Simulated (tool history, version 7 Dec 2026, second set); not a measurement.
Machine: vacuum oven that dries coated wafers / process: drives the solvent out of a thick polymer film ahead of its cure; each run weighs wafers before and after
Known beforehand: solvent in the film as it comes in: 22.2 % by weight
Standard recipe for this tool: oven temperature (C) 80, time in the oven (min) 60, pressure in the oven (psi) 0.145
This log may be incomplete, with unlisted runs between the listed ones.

run     day  oven temperature (C)  time in the oven (min)  pressure in the oven (psi)  solvent left in the film (%)
  1       0                    80                      60                       0.145                          5.57
  2   2.408                    80                      60                       0.145                          5.66
  3   3.446                    80                     101                       0.145                          2.83
  4   5.192                    80                     101                       0.145                          2.69
  5   7.008                    80                     101                       0.145                          2.83
  6   8.483                    80                      60                       0.145                          5.53
  7  10.292                    80                      43                       0.145                          7.62
     11.171  -- oven's thermocouples calibrated
  8  11.942                    80                      60                       0.145                          5.72
  9  13.442                    80                      60                       0.145                          5.61
 10  15.575                    80                      60                       0.145                          5.59
 11  16.646                    80                      60                       0.145                          5.65
 12  18.717                    80                      60                       0.145                          5.53
 13  19.971                    80                      60                       0.145                          5.73
 14  21.017                    78                      54                       0.325                          8.08
 15  23.242                    90                      78                       0.415                          2.18
 16  25.229                    88                      95                       0.367                             2
 17  26.467                    88                      81                       0.273                          2.13
 18  27.746                    88                      81                       0.273                          1.94
 19  30.092                    88                      81                       0.273                          2.11
 20  31.462                    94                      81                       0.273                          1.14

Below are 3 alternative next runs, each starting from the tool's condition after run 20. Predict each:
  A  32.479                    75                      94                       0.273                             ?
  B  32.479                    89                      38                       0.244                             ?
  C  32.479                    94                      90                       0.386                             ?

run  solvent left in the film (%)
  A                          5.73
  B                          4.95
  C                          1.41
Stripped of hidden state, with their random variation kept, the same runs would have yielded:
run  solvent left in the film (%)
  A                          5.72
  B                          4.95
  C                           1.4
